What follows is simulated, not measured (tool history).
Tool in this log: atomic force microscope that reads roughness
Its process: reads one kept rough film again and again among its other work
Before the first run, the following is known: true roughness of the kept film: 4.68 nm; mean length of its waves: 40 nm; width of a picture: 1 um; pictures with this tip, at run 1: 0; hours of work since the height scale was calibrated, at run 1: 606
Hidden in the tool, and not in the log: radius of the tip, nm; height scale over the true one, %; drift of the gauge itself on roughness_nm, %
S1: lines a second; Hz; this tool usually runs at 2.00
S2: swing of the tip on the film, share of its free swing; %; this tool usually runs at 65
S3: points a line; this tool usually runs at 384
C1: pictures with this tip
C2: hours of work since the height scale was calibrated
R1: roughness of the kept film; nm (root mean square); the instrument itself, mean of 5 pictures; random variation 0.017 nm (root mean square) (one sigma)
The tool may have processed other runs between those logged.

| run | hour | S1 | S2 | S3 | C1 | C2 | R1 |
|---|---|---|---|---|---|---|---|
| 1 | 0.0 | 2.00 | 65 | 384 | 0 | 606 | 4.097 |
| 2 | 53.9 | 2.00 | 65 | 384 | 95 | 639 | 3.978 |
| 3 | 84.7 | 2.00 | 65 | 384 | 149 | 658 | 3.876 |
| 4 | 141.8 | 2.00 | 65 | 384 | 249 | 694 | 3.768 |
|  | 175.5 | new tip fitted |
| 5 | 196.0 | 2.00 | 65 | 384 | 36 | 727 | 4.097 |
| 6 | 247.9 | 2.00 | 65 | 1014 | 127 | 759 | 3.955 |
| 7 | 273.1 | 2.00 | 65 | 1014 | 171 | 774 | 3.866 |
| 8 | 331.7 | 2.00 | 65 | 1014 | 275 | 811 | 3.741 |
|  | 347.7 | new tip fitted |
| 9 | 379.5 | 2.00 | 65 | 1014 | 56 | 840 | 4.049 |
| 10 | 404.8 | 2.00 | 65 | 384 | 100 | 855 | 3.982 |
| 11 | 448.8 | 2.00 | 85 | 384 | 178 | 883 | 3.579 |
| 12 | 489.3 | 2.00 | 85 | 384 | 249 | 908 | 3.462 |
|  | 520.4 | new tip fitted |
| 13 | 542.9 | 2.00 | 66 | 482 | 39 | 940 | 4.052 |
| 14 | 567.0 | 2.00 | 74 | 482 | 82 | 955 | 3.899 |
| 15 | 592.7 | 2.00 | 74 | 482 | 127 | 971 | 3.824 |
| 16 | 621.2 | 2.88 | 74 | 832 | 177 | 989 | 3.646 |
| 17 | 678.5 | 1.37 | 65 | 384 | 278 | 1024 | 3.831 |
|  | 696.2 | new tip fitted |
| 18 | 722.2 | 1.37 | 65 | 384 | 46 | 1051 | 4.103 |
| 19 | 778.9 | 1.37 | 72 | 461 | 145 | 1086 | 3.922 |
| 20 | 818.2 | 1.25 | 76 | 340 | 215 | 1110 | 3.791 |
| 21 | 863.4 | 0.59 | 67 | 962 | 294 | 1138 | 3.851 |
|  | 869.8 | new tip fitted |
| 22 | 901.3 | 0.86 | 83 | 442 | 55 | 1161 | 4.034 |
| 23 | 949.9 | 3.54 | 72 | 371 | 140 | 1191 | 3.686 |

What if the next run were any one of these 5? Each begins from the tool's condition after run 23:
| A | 1007.7 | 3.54 | 80 | 371 | 242 | 1227 | ? |
| B | 1007.7 | 2.09 | 72 | 910 | 242 | 1227 | ? |
| C | 1007.7 | 2.00 | 77 | 384 | 242 | 1227 | ? |
| D | 1007.7 | 2.00 | 65 | 959 | 242 | 1227 | ? |
| E | 1007.7 | 2.00 | 65 | 306 | 242 | 1227 | ? |

| run | R1 |
|---|---|
| A | 3.351 |
| B | 3.742 |
| C | 3.631 |
| D | 3.836 |
| E | 3.792 |
Take away the tool's hidden state, keep each run's random variation, and the runs would have read:
| run | R1 |
|---|---|
| A | 3.621 |
| B | 4.044 |
| C | 3.924 |
| D | 4.145 |
| E | 4.098 |
